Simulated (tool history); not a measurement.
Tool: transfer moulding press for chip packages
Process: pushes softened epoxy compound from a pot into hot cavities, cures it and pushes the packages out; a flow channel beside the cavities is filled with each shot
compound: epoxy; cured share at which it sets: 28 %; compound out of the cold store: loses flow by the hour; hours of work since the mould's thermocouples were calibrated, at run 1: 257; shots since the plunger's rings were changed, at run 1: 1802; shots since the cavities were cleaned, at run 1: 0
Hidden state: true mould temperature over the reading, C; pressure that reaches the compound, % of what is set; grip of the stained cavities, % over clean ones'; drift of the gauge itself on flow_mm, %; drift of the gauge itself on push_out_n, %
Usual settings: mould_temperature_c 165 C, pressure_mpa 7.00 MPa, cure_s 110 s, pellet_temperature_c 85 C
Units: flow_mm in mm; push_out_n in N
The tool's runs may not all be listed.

run   hour  mould_temperature_c  pressure_mpa  cure_s  pellet_temperature_c  hours of work since the mould's thermocouples were calibrated  shots since the plunger's rings were changed  shots since the cavities were cleaned  incoming compound's hours out of the cold store  flow_mm  push_out_n
  1    0.0                  165          7.00     110                    85                                                            257                                          1802                                      0                                             44.8      742         454
  2   21.5                  165          7.00     110                    85                                                            268                                          2000                                    198                                             39.8      762         592
  3   35.3                  165          6.92     110                    85                                                            275                                          2129                                    327                                             16.9      857         681
  4   54.1                  165          6.92     110                    85                                                            285                                          2303                                    501                                             16.9      854         765
  5   63.8                  165          6.92     110                    85                                                            290                                          2392                                    590                                             14.8      865         775
  6   74.0                  165          6.92     110                    85                                                            295                                          2487                                    685                                             13.2      871         798
  7   86.7                  165          6.92     110                    85                                                            302                                          2605                                    803                                             26.3      807         802
      96.6  -- cavities cleaned with cleaning compound and waxed
  8   98.2                  165          6.92     110                    85                                                            307                                          2697                                     15                                             46.6      726         462
     101.3  -- mould's thermocouples calibrated
  9  112.8                  165          6.92     103                    85                                                              6                                          2814                                    132                                             24.9      816         673
 10  133.0                  165          6.92     103                    85                                                             16                                          3001                                    319                                             34.5      773         746
 11  143.6                  165          6.92     103                    85                                                             22                                          3099                                    417                                             37.3      760         799
 12  155.8                  165          6.29     110                    85                                                             28                                          3212                                    530                                             29.3      757         770
 13  177.9                  165          5.54     110                    85                                                             40                                          3416                                    734                                             30.0      706         827
     195.8  -- cavities cleaned with cleaning compound and waxed
 14  200.4                  165          5.54     110                    85                                                             50                                          3611                                     43                                             34.4      687         501
 15  218.6                  165          5.54     110                    85                                                             60                                          3779                                    211                                             37.9      674         594
 16  230.5                  167          6.85     112                    80                                                             66                                          3890                                    322                                             18.0      830         610
     233.6  -- mould's thermocouples calibrated, once more
 17  245.3                  160          7.00      94                    78                                                              6                                          4008                                    440                                             19.8      851        1445
 18  256.0                  160          7.00      94                    78                                                             12                                          4107                                    539                                             45.4      741        1352
     263.5  -- plunger's sealing rings changed
 19  275.8                  160          7.00      94                    78                                                             20                                           113                                    699                                              9.7      927        1679
     296.4  -- cavities cleaned with cleaning compound and waxed
 20  296.4                  160          7.00      94                    82                                                             30                                           290                                      0                                             19.1      878         972
 21  319.1                  165          8.20     110                    85                                                             42                                           501                                    211                                             33.0      859         596
 22  332.8                  165          7.00     107                    84                                                             49                                           628                                    338                                             15.9      872         726
 23  349.7                  170          8.50      96                    86                                                             58                                           784                                    494                                             14.4      951         752
 24  360.6                  165          6.25     110                    88                                                             64                                           885                                    595                                             41.9      712         705
 25  378.4                  165          5.61     143                    88                                                             73                                          1050                                    760                                             24.9      740         586
     393.6  -- cavities cleaned with cleaning compound and waxed
 26  397.6                  165          5.27     143                    91                                                             82                                          1214                                     38                                             23.7      721         385
 27  411.4                  170          7.00     110                    85                                                             89                                          1342                                    166                                             16.1      851         481
 28  434.3                  160          8.09     125                    86                                                            101                                          1554                                    378                                             25.1      902         733
 29  453.7                  158          7.00     110                    76                                                            111                                          1733                                    557                                             36.3      796        1155

Forecast each of these 3 alternatives for the next run:
  A  473.9                  158          6.27     114                    88                                                            121                                          1920                                    744                                             30.7        ?           ?
  B  473.9                  164          7.00     110                    85                                                            121                                          1920                                    744                                             27.1        ?           ?
  C  473.9                  164          8.12     110                    85                                                            121                                          1920                                    744                                             26.2        ?           ?

run  flow_mm  push_out_n
  A      776        1085
  B      814         829
  C      881         844
Without the tool's hidden state the same runs would have given:
run  flow_mm  push_out_n
  A      790         624
  B      828         479
  C      897         487
